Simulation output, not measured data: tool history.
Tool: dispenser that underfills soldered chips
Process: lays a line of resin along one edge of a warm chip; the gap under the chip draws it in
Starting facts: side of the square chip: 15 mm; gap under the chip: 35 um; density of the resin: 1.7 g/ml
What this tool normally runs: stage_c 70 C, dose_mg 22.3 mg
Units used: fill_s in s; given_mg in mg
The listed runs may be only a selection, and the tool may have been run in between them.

run 1 hour=0 | stage_c=70 dose_mg=22.3 | fill_s=335.5 given_mg=22.02
-- hour=12.6 new syringe of resin
run 2 hour=15.1 | stage_c=70 dose_mg=22.3 | fill_s=386.4 given_mg=21.92
-- hour=24.9 new syringe of resin
run 3 hour=26.2 | stage_c=70 dose_mg=22.3 | fill_s=367.9 given_mg=21.85
run 4 hour=36.2 | stage_c=70 dose_mg=22.3 | fill_s=583.1 given_mg=21.78
-- hour=37.4 new syringe of resin
-- hour=47.7 dispensing valve cleaned and set on the balance
-- hour=50.9 new syringe of resin
run 5 hour=50.9 | stage_c=70 dose_mg=20 | fill_s=338.8 given_mg=20.01
-- hour=64 new syringe of resin
run 6 hour=65.2 | stage_c=70 dose_mg=20 | fill_s=359.8 given_mg=19.82
-- hour=76.5 new syringe of resin
run 7 hour=78.9 | stage_c=70 dose_mg=20 | fill_s=391.1 given_mg=19.78
-- hour=89 new syringe of resin
run 8 hour=94.9 | stage_c=70 dose_mg=20 | fill_s=453.1 given_mg=19.61
-- hour=101.6 new syringe of resin
run 9 hour=105.2 | stage_c=77 dose_mg=22.3 | fill_s=292.9 given_mg=21.9
-- hour=114.1 new syringe of resin
run 10 hour=119.7 | stage_c=77 dose_mg=22.3 | fill_s=317.1 given_mg=21.86
-- hour=126.3 new syringe of resin
-- hour=128.4 dispensing valve cleaned and set on the balance
run 11 hour=131.6 | stage_c=60 dose_mg=28.5 | fill_s=659.2 given_mg=28.39
-- hour=139.4 new syringe of resin
run 12 hour=144.2 | stage_c=82 dose_mg=19.7 | fill_s=256.1 given_mg=19.62
-- hour=151.3 new syringe of resin
run 13 hour=152.6 | stage_c=82 dose_mg=19.7 | fill_s=216.2 given_mg=19.59
-- hour=163.6 new syringe of resin
run 14 hour=165.7 | stage_c=66 dose_mg=25.6 | fill_s=442.4 given_mg=25.25
run 15 hour=172.7 | stage_c=68 dose_mg=22.1 | fill_s=568.1 given_mg=21.95

Same runs, no hidden state in the tool, same run-to-run variation:
Hidden state at play: resin's viscosity, % of fresh resin's; dose that the valve gives, % of what is set; true chip temperature over the reading, C; drift of the gauge itself on fill_s, %; drift of the gauge itself on given_mg, %.
run=1 fill_s=340.9 given_mg=22.32
run=2 fill_s=342.8 given_mg=22.32
run=3 fill_s=347.9 given_mg=22.32
run=4 fill_s=340.4 given_mg=22.33
run=5 fill_s=344.6 given_mg=20.03
run=6 fill_s=345.9 given_mg=19.93
run=7 fill_s=351.8 given_mg=19.98
run=8 fill_s=349.8 given_mg=19.91
run=9 fill_s=249.6 given_mg=22.3
run=10 fill_s=248.1 given_mg=22.38
run=11 fill_s=546.7 given_mg=28.42
run=12 fill_s=204.1 given_mg=19.73
run=13 fill_s=205.7 given_mg=19.74
run=14 fill_s=411.4 given_mg=25.56
run=15 fill_s=377.8 given_mg=22.27
